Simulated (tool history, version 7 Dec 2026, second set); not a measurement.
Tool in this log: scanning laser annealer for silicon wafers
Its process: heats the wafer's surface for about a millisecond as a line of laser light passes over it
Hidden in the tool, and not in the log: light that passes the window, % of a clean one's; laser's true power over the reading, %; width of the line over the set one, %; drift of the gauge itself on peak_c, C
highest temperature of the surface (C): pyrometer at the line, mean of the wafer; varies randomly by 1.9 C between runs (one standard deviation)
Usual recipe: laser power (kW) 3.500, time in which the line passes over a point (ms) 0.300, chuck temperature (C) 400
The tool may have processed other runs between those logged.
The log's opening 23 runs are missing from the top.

run	day	laser power (kW)	time in which the line passes over a point (ms)	chuck temperature (C)	hours of work since the window was cleaned	hours of work since the power meter was calibrated	hours of work since the optics were aligned	highest temperature of the surface (C)
# day 51.338: window over the wafer cleaned
24	52.012	3.500	0.334	401	11	2686	1169	1115
25	55.321	3.500	0.290	401	64	2739	1222	1066
# day 55.775: optics aligned, line set to its width
26	58.179	3.496	0.300	400	106	2781	38	1070
27	59.838	3.219	0.220	397	132	2808	65	933
# day 61.546: optics aligned, line set to its width, once more
28	62.167	3.219	0.220	418	166	2842	10	957
29	64.538	3.685	0.353	366	204	2879	48	1127
30	66.842	3.319	0.285	366	241	2916	85	985
31	68.438	3.319	0.285	366	266	2942	110	977
32	70.271	3.207	0.300	419	296	2971	139	1025
33	72.750	3.129	0.342	378	335	3011	179	1002
34	74.696	3.257	0.256	434	366	3042	210	1001
35	78.008	3.257	0.256	434	419	3095	263	999
# day 78.654: window over the wafer cleaned
36	80.900	3.006	0.300	371	36	3139	308	954
37	82.429	3.340	0.347	400	60	3164	332	1092
38	85.254	3.396	0.284	400	105	3209	377	1034
39	87.350	3.265	0.284	400	139	3242	411	1012

Here are 4 independent what-if runs from the current tool condition. What would each one return?
A	89.354	3.218	0.221	400	171	3274	443	?
B	89.354	3.601	0.284	396	171	3274	443	?
C	89.354	3.804	0.288	374	171	3274	443	?
D	89.354	3.329	0.322	400	171	3274	443	?

run	highest temperature of the surface (C)
A	934
B	1063
C	1082
D	1055
Stripped of hidden state, with their random variation kept, the same runs would have yielded:
run	highest temperature of the surface (C)
A	965
B	1102
C	1123
D	1093
